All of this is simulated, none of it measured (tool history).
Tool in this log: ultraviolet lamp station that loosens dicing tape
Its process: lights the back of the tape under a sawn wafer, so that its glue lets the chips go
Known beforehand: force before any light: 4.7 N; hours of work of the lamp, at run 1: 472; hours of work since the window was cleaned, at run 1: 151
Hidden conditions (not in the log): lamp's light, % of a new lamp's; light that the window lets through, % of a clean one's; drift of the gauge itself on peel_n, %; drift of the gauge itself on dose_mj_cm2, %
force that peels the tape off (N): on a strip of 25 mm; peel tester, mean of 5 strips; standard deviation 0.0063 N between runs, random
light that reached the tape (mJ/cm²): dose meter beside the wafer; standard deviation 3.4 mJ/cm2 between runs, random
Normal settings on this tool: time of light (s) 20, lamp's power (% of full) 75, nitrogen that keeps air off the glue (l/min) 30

run	day	time of light (s)	lamp's power (% of full)	nitrogen that keeps air off the glue (l/min)	hours of work of the lamp	hours of work since the window was cleaned	force that peels the tape off (N)	light that reached the tape (mJ/cm²)
1	0.000	20	75	30	472	151	0.248	481
2	0.971	20	75	30	485	163	0.234	474
3	1.942	20	75	30	497	175	0.241	480
4	2.558	20	75	30	505	183	0.242	471
5	3.554	20	75	30	517	195	0.252	468
6	4.646	20	75	30	531	209	0.258	472
7	5.167	19	75	30	538	216	0.280	443
8	6.279	20	60	30	552	230	0.400	369
9	7.471	20	60	30	567	245	0.375	366
10	8.138	20	60	30	575	253	0.366	365
11	9.042	20	65	48	586	264	0.254	395

Forecast run 12:
12	10.108	12	91	16	600	278	?	?

Logged for run 12: force that peels the tape off (N) 0.740, light that reached the tape (mJ/cm²) 328.
Without the tool's hidden state the same run would have given force that peels the tape off (N) 0.514, light that reached the tape (mJ/cm²) 404.
